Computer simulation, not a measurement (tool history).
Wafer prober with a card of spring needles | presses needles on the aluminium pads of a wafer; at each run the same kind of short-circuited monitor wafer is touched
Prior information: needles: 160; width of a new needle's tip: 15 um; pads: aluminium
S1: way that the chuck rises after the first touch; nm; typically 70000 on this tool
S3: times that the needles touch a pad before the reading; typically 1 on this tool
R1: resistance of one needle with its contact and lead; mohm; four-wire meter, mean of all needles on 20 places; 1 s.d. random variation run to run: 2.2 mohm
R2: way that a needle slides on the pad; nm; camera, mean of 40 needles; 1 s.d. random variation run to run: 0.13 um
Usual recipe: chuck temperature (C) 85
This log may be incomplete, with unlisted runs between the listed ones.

{"run": 1, "day": 0.0, "S1": 70000, "chuck temperature (C)": 85, "S3": 1, "R1": 272, "R2": 9780}
{"day": 0.233, "done": "tips cleaned on abrasive film"}
{"day": 0.654, "done": "tips cleaned on abrasive film"}
{"run": 2, "day": 0.662, "S1": 70000, "chuck temperature (C)": 85, "S3": 1, "R1": 240, "R2": 10030}
{"day": 1.058, "done": "tips cleaned on abrasive film"}
{"run": 3, "day": 1.183, "S1": 70000, "chuck temperature (C)": 44, "S3": 1, "R1": 259, "R2": 9890}
{"day": 1.479, "done": "tips cleaned on abrasive film"}
{"day": 1.942, "done": "tips cleaned on abrasive film"}
{"run": 4, "day": 2.15, "S1": 70000, "chuck temperature (C)": 44, "S3": 1, "R1": 266, "R2": 9890}
{"day": 2.329, "done": "tips cleaned on abrasive film"}
{"day": 2.729, "done": "tips cleaned on abrasive film"}
{"run": 5, "day": 2.888, "S1": 70000, "chuck temperature (C)": 44, "S3": 1, "R1": 259, "R2": 9610}
{"day": 3.142, "done": "tips cleaned on abrasive film"}
{"run": 6, "day": 3.479, "S1": 70000, "chuck temperature (C)": 44, "S3": 1, "R1": 278, "R2": 9780}
{"day": 3.542, "done": "tips cleaned on abrasive film"}
{"day": 3.925, "done": "tips cleaned on abrasive film"}
{"day": 4.346, "done": "tips cleaned on abrasive film"}
{"run": 7, "day": 4.362, "S1": 70000, "chuck temperature (C)": 44, "S3": 1, "R1": 240, "R2": 9610}
{"day": 4.804, "done": "tips cleaned on abrasive film"}
{"day": 5.225, "done": "tips cleaned on abrasive film"}
{"run": 8, "day": 5.483, "S1": 70000, "chuck temperature (C)": 44, "S3": 1, "R1": 270, "R2": 9610}
{"day": 5.646, "done": "tips cleaned on abrasive film"}
{"run": 9, "day": 5.975, "S1": 70000, "chuck temperature (C)": 44, "S3": 1, "R1": 278, "R2": 9770}
{"day": 6.025, "done": "tips cleaned on abrasive film"}
{"day": 6.404, "done": "tips cleaned on abrasive film"}
{"day": 6.812, "done": "tips cleaned on abrasive film"}
{"run": 10, "day": 6.812, "S1": 70000, "chuck temperature (C)": 85, "S3": 1, "R1": 245, "R2": 9580}
{"day": 7.238, "done": "tips cleaned on abrasive film"}
{"day": 7.65, "done": "tips cleaned on abrasive film"}
{"run": 11, "day": 7.871, "S1": 70000, "chuck temperature (C)": 85, "S3": 1, "R1": 280, "R2": 9420}
{"day": 8.088, "done": "tips cleaned on abrasive film"}
{"day": 8.525, "done": "tips cleaned on abrasive film"}
{"run": 12, "day": 8.662, "S1": 70000, "chuck temperature (C)": 85, "S3": 1, "R1": 277, "R2": 9590}
{"day": 8.988, "done": "tips cleaned on abrasive film"}
{"day": 9.383, "done": "tips cleaned on abrasive film"}
{"run": 13, "day": 9.629, "S1": 58000, "chuck temperature (C)": 30, "S3": 3, "R1": 256, "R2": 7830}
{"day": 9.808, "done": "tips cleaned on abrasive film"}
{"day": 10.217, "done": "tips cleaned on abrasive film"}
{"run": 14, "day": 10.217, "S1": 77000, "chuck temperature (C)": 30, "S3": 3, "R1": 227, "R2": 10420}
{"day": 10.654, "done": "tips cleaned on abrasive film"}
{"run": 15, "day": 10.912, "S1": 77000, "chuck temperature (C)": 51, "S3": 3, "R1": 247, "R2": 10620}
{"day": 11.062, "done": "tips cleaned on abrasive film"}
{"day": 11.438, "done": "tips cleaned on abrasive film"}
{"run": 16, "day": 11.504, "S1": 65000, "chuck temperature (C)": 65, "S3": 2, "R1": 253, "R2": 8750}
{"day": 11.825, "done": "tips cleaned on abrasive film"}
{"run": 17, "day": 12.062, "S1": 87000, "chuck temperature (C)": 121, "S3": 2, "R1": 262, "R2": 11820}
{"day": 12.246, "done": "tips cleaned on abrasive film"}
{"day": 12.646, "done": "tips cleaned on abrasive film"}
{"day": 13.021, "done": "tips cleaned on abrasive film"}
{"run": 18, "day": 13.079, "S1": 59000, "chuck temperature (C)": 34, "S3": 1, "R1": 258, "R2": 7620}
{"day": 13.404, "done": "tips cleaned on abrasive film"}
{"day": 13.854, "done": "tips cleaned on abrasive film"}
{"run": 19, "day": 13.854, "S1": 65000, "chuck temperature (C)": 82, "S3": 1, "R1": 244, "R2": 8730}

Branching from run 19: 3 alternative next runs. What would each branch give?
{"day": 14.308, "done": "tips cleaned on abrasive film"}
{"day": 14.683, "done": "tips cleaned on abrasive film"}
{"run": "A", "day": 14.938, "S1": 70000, "chuck temperature (C)": 73, "S3": 1, "R1": "?", "R2": "?"}
{"day": 14.308, "done": "tips cleaned on abrasive film"}
{"day": 14.683, "done": "tips cleaned on abrasive film"}
{"run": "B", "day": 14.938, "S1": 68000, "chuck temperature (C)": 109, "S3": 1, "R1": "?", "R2": "?"}
{"day": 14.308, "done": "tips cleaned on abrasive film"}
{"day": 14.683, "done": "tips cleaned on abrasive film"}
{"run": "C", "day": 14.938, "S1": 51000, "chuck temperature (C)": 34, "S3": 2, "R1": "?", "R2": "?"}

run=A R1=291 R2=9360
run=B R1=300 R2=8980
run=C R1=292 R2=6500
With no hidden state in the tool, these same runs would have given:
run=A R1=238 R2=10080
run=B R1=246 R2=9720
run=C R1=228 R2=7230
